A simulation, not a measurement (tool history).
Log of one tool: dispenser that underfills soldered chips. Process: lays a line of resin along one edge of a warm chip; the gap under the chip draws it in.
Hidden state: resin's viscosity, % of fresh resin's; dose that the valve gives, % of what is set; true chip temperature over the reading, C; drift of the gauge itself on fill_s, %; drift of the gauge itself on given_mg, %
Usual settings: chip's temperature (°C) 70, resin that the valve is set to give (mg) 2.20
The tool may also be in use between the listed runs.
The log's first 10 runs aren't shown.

run	day	chip's temperature (°C)	resin that the valve is set to give (mg)	hours of work since the syringe was changed	hours of work since the valve was cleaned	hours of work since the stage was calibrated	time until the resin shows at the far edge (s)	resin that the valve gave (mg)
11	1.917	70	2.20	6	44	81	50.4	2.172
# day 1.971: new syringe of resin
# day 2.025: dispensing valve cleaned and set on the balance
12	2.133	70	2.20	2	2	84	39.1	2.196
13	2.292	71	2.20	5	5	87	46.0	2.186
# day 2.383: new syringe of resin
14	2.475	71	2.20	2	8	90	36.9	2.193
15	2.604	70	2.20	4	11	93	43.5	2.186
# day 2.762: new syringe of resin
16	2.792	70	2.20	1	14	96	35.9	2.186
17	3.008	70	2.20	5	18	100	46.8	2.180
18	3.108	70	2.20	7	20	102	52.4	2.181
# day 3.142: new syringe of resin
19	3.238	70	2.20	2	22	104	37.4	2.183
20	3.458	70	2.20	6	27	109	48.8	2.175
# day 3.517: new syringe of resin
21	3.675	66	2.36	3	31	113	47.2	2.331
22	3.850	66	2.36	6	34	116	58.7	2.334
# day 3.896: new syringe of resin
23	4.029	83	2.01	3	37	119	26.2	1.979
24	4.188	83	2.01	6	40	122	32.3	1.976
# day 4.267: new syringe of resin
25	4.304	75	2.79	1	42	124	29.8	2.749
# day 4.512: dispensing valve cleaned and set on the balance
26	4.529	75	2.79	4	0	128	36.9	2.798
27	4.662	71	2.67	7	3	130	48.9	2.677
# day 4.696: new syringe of resin
28	4.867	56	2.67	3	7	134	66.5	2.671
# day 5.062: new syringe of resin
29	5.108	85	2.67	1	11	138	20.9	2.664
30	5.262	82	1.92	4	14	141	30.1	1.912

The next listed run, before its measurement:
31	5.408	75	2.39	7	17	144	?	?

time until the resin shows at the far edge (s): 43.4
resin that the valve gave (mg): 2.376
Without the tool's hidden state the same run would have given time until the resin shows at the far edge (s) 29.4, resin that the valve gave (mg) 2.385.

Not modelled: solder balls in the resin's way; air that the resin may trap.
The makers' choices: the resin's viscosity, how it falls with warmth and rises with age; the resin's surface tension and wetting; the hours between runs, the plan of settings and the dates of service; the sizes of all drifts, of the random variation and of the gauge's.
